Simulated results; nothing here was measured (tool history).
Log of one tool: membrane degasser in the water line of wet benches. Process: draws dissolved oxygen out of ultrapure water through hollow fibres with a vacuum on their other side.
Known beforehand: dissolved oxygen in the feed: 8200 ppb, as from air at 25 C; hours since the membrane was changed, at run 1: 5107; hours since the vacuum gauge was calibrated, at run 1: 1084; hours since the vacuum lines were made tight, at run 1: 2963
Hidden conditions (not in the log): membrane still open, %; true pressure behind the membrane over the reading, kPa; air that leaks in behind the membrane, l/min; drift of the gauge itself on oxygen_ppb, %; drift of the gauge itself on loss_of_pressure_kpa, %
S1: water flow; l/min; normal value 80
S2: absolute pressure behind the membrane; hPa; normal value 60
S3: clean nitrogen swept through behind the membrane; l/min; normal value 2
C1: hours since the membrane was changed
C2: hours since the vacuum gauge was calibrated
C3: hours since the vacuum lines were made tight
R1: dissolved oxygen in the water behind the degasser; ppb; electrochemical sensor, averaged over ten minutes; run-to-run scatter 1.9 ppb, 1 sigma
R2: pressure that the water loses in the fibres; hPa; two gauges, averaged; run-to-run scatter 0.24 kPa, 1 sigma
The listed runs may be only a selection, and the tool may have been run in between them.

Run 1, hour 0: usual settings; C1 5107; C2 1084; C3 2963. Result: R1 247 ppb, R2 646.5 hPa.
Run 2, hour 80: usual settings; C1 5187; C2 1164; C3 3043. Result: R1 255.4 ppb, R2 643.9 hPa.
Run 3, hour 224.4: usual settings but S1 63 l/min; C1 5331; C2 1308; C3 3187. Result: R1 199.6 ppb, R2 510.2 hPa.
Run 4, hour 354.5: usual settings but S2 83.5 hPa; C1 5462; C2 1439; C3 3318. Result: R1 429.7 ppb, R2 640.3 hPa.
Run 5, hour 457: usual settings but S2 83.5 hPa; C1 5564; C2 1541; C3 3420. Result: R1 434.8 ppb, R2 647.1 hPa.
Run 6, hour 621.7: usual settings but S2 83.5 hPa; C1 5729; C2 1706; C3 3585. Result: R1 433.1 ppb, R2 644.5 hPa.
Run 7, hour 733: usual settings but S2 83.5 hPa; C1 5840; C2 1817; C3 3696. Result: R1 428.7 ppb, R2 649.2 hPa.
Run 8, hour 819.3: usual settings but S2 83.5 hPa, S3 3.3 l/min; C1 5926; C2 1903; C3 3782. Result: R1 292.9 ppb, R2 652.5 hPa.
Run 9, hour 936: usual settings; C1 6043; C2 2020; C3 3899. Result: R1 252 ppb, R2 646.3 hPa.
Run 10, hour 1062.5: usual settings; C1 6170; C2 2147; C3 4026. Result: R1 254.8 ppb, R2 646.6 hPa.
Run 11, hour 1191.8: usual settings; C1 6299; C2 2276; C3 4155. Result: R1 256.3 ppb, R2 649.7 hPa.
Run 12, hour 1338.2: usual settings; C1 6445; C2 2422; C3 4301. Result: R1 254.6 ppb, R2 653.9 hPa.
Run 13, hour 1432.3: usual settings but S3 1.6 l/min; C1 6539; C2 2516; C3 4395. Result: R1 294.3 ppb, R2 650.2 hPa.
Run 14, hour 1541.8: usual settings but S3 1.6 l/min; C1 6649; C2 2626; C3 4505. Result: R1 298 ppb, R2 648.1 hPa.
Run 15, hour 1624: usual settings but S3 1.6 l/min; C1 6731; C2 2708; C3 4587. Result: R1 290.3 ppb, R2 649.4 hPa.
Run 16, hour 1712.9: usual settings but S3 4.84 l/min; C1 6820; C2 2797; C3 4676. Result: R1 138.2 ppb, R2 651.1 hPa.
Run 17, hour 1817.2: usual settings but S3 4.84 l/min; C1 6924; C2 2901; C3 4780. Result: R1 137.3 ppb, R2 652.7 hPa.
Run 18, hour 1928.5: usual settings but S3 4.84 l/min; C1 7036; C2 3013; C3 4892. Result: R1 138.1 ppb, R2 652.6 hPa.
Run 19, hour 2031.2: usual settings but S2 65.1 hPa, S3 4.84 l/min; C1 7138; C2 3115; C3 4994. Result: R1 156.1 ppb, R2 652.1 hPa.
Run 20, hour 2170.8: usual settings but S2 75.4 hPa, S3 1.12 l/min; C1 7278; C2 3255; C3 5134. Result: R1 548.4 ppb, R2 648.8 hPa.
Run 21, hour 2335.3: usual settings but S2 88.2 hPa, S3 1.12 l/min; C1 7442; C2 3419; C3 5298. Result: R1 695 ppb, R2 651.1 hPa.
Run 22, hour 2456.9: usual settings but S2 88.2 hPa, S3 1.12 l/min; C1 7564; C2 3541; C3 5420. Result: R1 695.2 ppb, R2 650.8 hPa.
Run 23, hour 2532.3: usual settings but S2 130.4 hPa; C1 7639; C2 3616; C3 5495. Result: R1 770.4 ppb, R2 651.8 hPa.
Run 24, hour 2676.5: usual settings but S1 97 l/min, S2 45.6 hPa; C1 7784; C2 3761; C3 5640. Result: R1 186.6 ppb, R2 791.7 hPa.
Run 25, hour 2752.8: usual settings but S1 112 l/min, S3 0.94 l/min; C1 7860; C2 3837; C3 5716. Result: R1 547.1 ppb, R2 916.8 hPa.
Run 26, hour 2826.4: usual settings but S1 59 l/min, S3 4.71 l/min; C1 7933; C2 3910; C3 5789. Result: R1 95.3 ppb, R2 481.3 hPa.
Run 27, hour 2963.2: usual settings but S1 59 l/min, S3 4.71 l/min; C1 8070; C2 4047; C3 5926. Result: R1 95.5 ppb, R2 478.7 hPa.
Run 28, hour 3046.1: usual settings but S1 66 l/min, S2 82.2 hPa, S3 0.96 l/min; C1 8153; C2 4130; C3 6009. Result: R1 587 ppb, R2 540.2 hPa.
Run 29, hour 3121.6: usual settings but S3 4.89 l/min; C1 8229; C2 4206; C3 6085. Result: R1 137.4 ppb, R2 654.1 hPa.
Run 30, hour 3263.7: usual settings but S3 4.89 l/min; C1 8371; C2 4348; C3 6227. Result: R1 137.6 ppb, R2 650.4 hPa.
Run 31, hour 3417.3: usual settings but S3 4.89 l/min; C1 8524; C2 4501; C3 6380. Result: R1 139 ppb, R2 655.9 hPa.
Run 32, hour 3501.2: usual settings but S3 4.89 l/min; C1 8608; C2 4585; C3 6464. Result: R1 138.8 ppb, R2 656.1 hPa.

Results per run with the tool's hidden condition removed, run-to-run variation unchanged:
run     R1     R2
  1  242.5  634.7
  2  250.6    632
  3  196.2  500.5
  4  424.6  627.8
  5  429.5  634.3
  6  427.5  631.3
  7    423  635.6
  8  287.5  638.8
  9  245.8  632.3
 10  248.4  632.4
 11  249.6  635.2
 12  247.7    639
 13  286.9  635.2
 14  290.3  632.7
 15  282.7  633.8
 16  132.2  635.3
 17  131.2  636.6
 18  131.9  636.4
 19  149.8  635.5
 20  539.7  631.9
 21  686.5  633.8
 22  686.5  633.4
 23  762.1  634.2
 24    174  769.9
 25  530.1  891.3
 26   91.1  467.8
 27   91.2    465
 28  579.1  524.7
 29  129.8  635.1
 30  129.9  631.1
 31  130.9  636.1
 32  130.8  636.1

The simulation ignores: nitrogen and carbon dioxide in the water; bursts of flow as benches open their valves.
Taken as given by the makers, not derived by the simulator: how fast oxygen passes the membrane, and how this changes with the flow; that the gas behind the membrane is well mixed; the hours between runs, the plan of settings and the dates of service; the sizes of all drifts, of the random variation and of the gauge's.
